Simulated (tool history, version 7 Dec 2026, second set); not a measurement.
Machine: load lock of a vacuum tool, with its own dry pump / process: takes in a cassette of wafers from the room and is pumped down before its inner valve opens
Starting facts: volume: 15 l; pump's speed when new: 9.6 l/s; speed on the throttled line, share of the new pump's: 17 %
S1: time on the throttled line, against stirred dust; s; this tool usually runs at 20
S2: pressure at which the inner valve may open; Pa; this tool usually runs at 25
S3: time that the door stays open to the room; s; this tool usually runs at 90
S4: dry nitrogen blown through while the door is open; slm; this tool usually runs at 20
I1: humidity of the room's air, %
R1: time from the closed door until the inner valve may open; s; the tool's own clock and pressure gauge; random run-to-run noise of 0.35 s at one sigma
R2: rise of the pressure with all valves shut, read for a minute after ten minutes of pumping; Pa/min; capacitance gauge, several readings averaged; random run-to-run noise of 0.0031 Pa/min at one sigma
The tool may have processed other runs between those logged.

run	hour	S1	S2	S3	S4	I1	R1	R2
1	0.0	20	25	90	20	44.3	30.0	0.103
2	250.6	20	25	90	20	48.1	30.8	0.108
3	627.5	20	25	90	20	43.4	30.4	0.102
4	1210.6	20	25	90	20	45.6	30.6	0.110
5	1531.7	20	20	90	20	46.4	31.8	0.120
6	1786.9	20	20	90	20	49.4	31.5	0.121
7	2131.8	20	20	90	20	43.4	31.1	0.120
8	2612.8	20	20	75	20	49.1	31.9	0.124
9	3085.7	20	20	75	20	45.2	31.2	0.127
10	3390.4	20	20	75	20	45.5	31.5	0.131
11	4010.4	18	25	90	20	43.2	29.4	0.138
12	4563.8	18	25	90	20	44.9	29.9	0.150
13	5030.0	12	25	38	20	43.8	25.1	0.132
14	5598.8	12	19	38	20	43.7	26.4	0.141
15	5859.3	12	19	38	20	45.6	25.6	0.141
16	6401.4	34	25	90	20	44.8	42.4	0.170
17	6688.6	12	35	45	4	46.1	25.6	0.172

Consider 4 possible next runs. They are alternatives, not a sequence: every one starts from the tool as it was left by run 17. What does each give?
# hour 7271.2: dry pump taken out, an overhauled one fitted
A	7273.4	12	35	151	7	44.2	?	?
# hour 7271.2: dry pump taken out, an overhauled one fitted
B	7273.4	17	25	90	20	44.8	?	?
# hour 7271.2: dry pump taken out, an overhauled one fitted
C	7273.4	20	26	142	30	42.4	?	?
# hour 7271.2: dry pump taken out, an overhauled one fitted
D	7273.4	12	35	45	10	46.9	?	?

run	R1	R2
A	22.8	0.214
B	27.5	0.186
C	29.8	0.182
D	22.5	0.170
Without the tool's unlogged condition, the same runs would have read:
run	R1	R2
A	22.8	0.092
B	27.5	0.065
C	29.9	0.062
D	22.5	0.050
